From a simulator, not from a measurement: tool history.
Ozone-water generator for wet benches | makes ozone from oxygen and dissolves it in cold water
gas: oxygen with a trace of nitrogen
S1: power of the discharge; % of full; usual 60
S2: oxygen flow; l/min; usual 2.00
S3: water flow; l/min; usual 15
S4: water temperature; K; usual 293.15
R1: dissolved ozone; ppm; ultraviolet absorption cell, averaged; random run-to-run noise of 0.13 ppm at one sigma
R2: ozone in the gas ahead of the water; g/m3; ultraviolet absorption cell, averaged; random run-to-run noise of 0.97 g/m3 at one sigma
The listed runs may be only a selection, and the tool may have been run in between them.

run 1 hour=0.0 | S1=60 S2=2.00 S3=15 S4=293.15 | R1=12.5 R2=168.2
run 2 hour=68.4 | S1=60 S2=2.00 S3=15 S4=293.15 | R1=12.6 R2=166.2
run 3 hour=223.1 | S1=60 S2=2.00 S3=15 S4=293.15 | R1=12.7 R2=167.2
run 4 hour=359.5 | S1=60 S2=2.00 S3=15 S4=293.15 | R1=12.8 R2=163.7
run 5 hour=497.0 | S1=60 S2=2.00 S3=15 S4=293.15 | R1=12.6 R2=166.5
run 6 hour=625.6 | S1=60 S2=2.00 S3=15 S4=293.15 | R1=12.7 R2=166.8
run 7 hour=719.4 | S1=60 S2=2.00 S3=15 S4=293.15 | R1=12.6 R2=164.4
run 8 hour=831.8 | S1=60 S2=2.00 S3=15 S4=296.15 | R1=12.3 R2=165.7
run 9 hour=935.8 | S1=60 S2=2.00 S3=15 S4=296.15 | R1=12.5 R2=164.5
-- hour=1025.0 water thermometer calibrated
run 10 hour=1047.3 | S1=60 S2=2.00 S3=15 S4=293.15 | R1=12.7 R2=164.4
run 11 hour=1150.8 | S1=60 S2=2.00 S3=15 S4=293.15 | R1=12.8 R2=162.9
run 12 hour=1226.4 | S1=60 S2=2.00 S3=15 S4=293.15 | R1=12.6 R2=164.3
run 13 hour=1297.0 | S1=60 S2=2.00 S3=15 S4=293.15 | R1=12.7 R2=164.3
run 14 hour=1410.9 | S1=60 S2=2.00 S3=15 S4=293.15 | R1=12.7 R2=162.0
run 15 hour=1480.8 | S1=60 S2=2.00 S3=15 S4=293.15 | R1=12.9 R2=162.8
run 16 hour=1578.7 | S1=87 S2=2.00 S3=14 S4=293.15 | R1=18.6 R2=227.9
run 17 hour=1704.5 | S1=60 S2=1.21 S3=22 S4=291.15 | R1=8.0 R2=216.1
run 18 hour=1774.0 | S1=60 S2=1.05 S3=22 S4=291.15 | R1=7.7 R2=237.2
-- hour=1807.1 gauge calibrated
run 19 hour=1932.8 | S1=60 S2=1.74 S3=10 S4=295.15 | R1=16.8 R2=178.6
run 20 hour=2048.2 | S1=55 S2=2.06 S3=15 S4=293.15 | R1=11.6 R2=151.3
run 21 hour=2191.0 | S1=55 S2=2.06 S3=15 S4=293.15 | R1=11.8 R2=150.5
run 22 hour=2332.7 | S1=55 S2=2.06 S3=15 S4=293.15 | R1=11.7 R2=151.6
run 23 hour=2427.8 | S1=55 S2=2.06 S3=15 S4=293.15 | R1=11.7 R2=150.9
-- hour=2472.4 contactor cleaned
run 24 hour=2555.7 | S1=55 S2=2.06 S3=15 S4=293.15 | R1=11.7 R2=150.8

Each row is a separate what-if for the run after 24, all from the same tool condition, not one after another. Results?
run A hour=2721.4 | S1=55 S2=2.06 S3=15 S4=298.15 | R1=? R2=?
run B hour=2721.4 | S1=60 S2=2.00 S3=10 S4=293.15 | R1=? R2=?
run C hour=2721.4 | S1=55 S2=3.51 S3=15 S4=296.15 | R1=? R2=?

run=A R1=11.0 R2=149.4
run=B R1=17.6 R2=164.3
run=C R1=11.7 R2=110.6
With no hidden state in the tool, these same runs would have given:
run=A R1=11.0 R2=151.9
run=B R1=17.6 R2=167.1
run=C R1=11.7 R2=112.4

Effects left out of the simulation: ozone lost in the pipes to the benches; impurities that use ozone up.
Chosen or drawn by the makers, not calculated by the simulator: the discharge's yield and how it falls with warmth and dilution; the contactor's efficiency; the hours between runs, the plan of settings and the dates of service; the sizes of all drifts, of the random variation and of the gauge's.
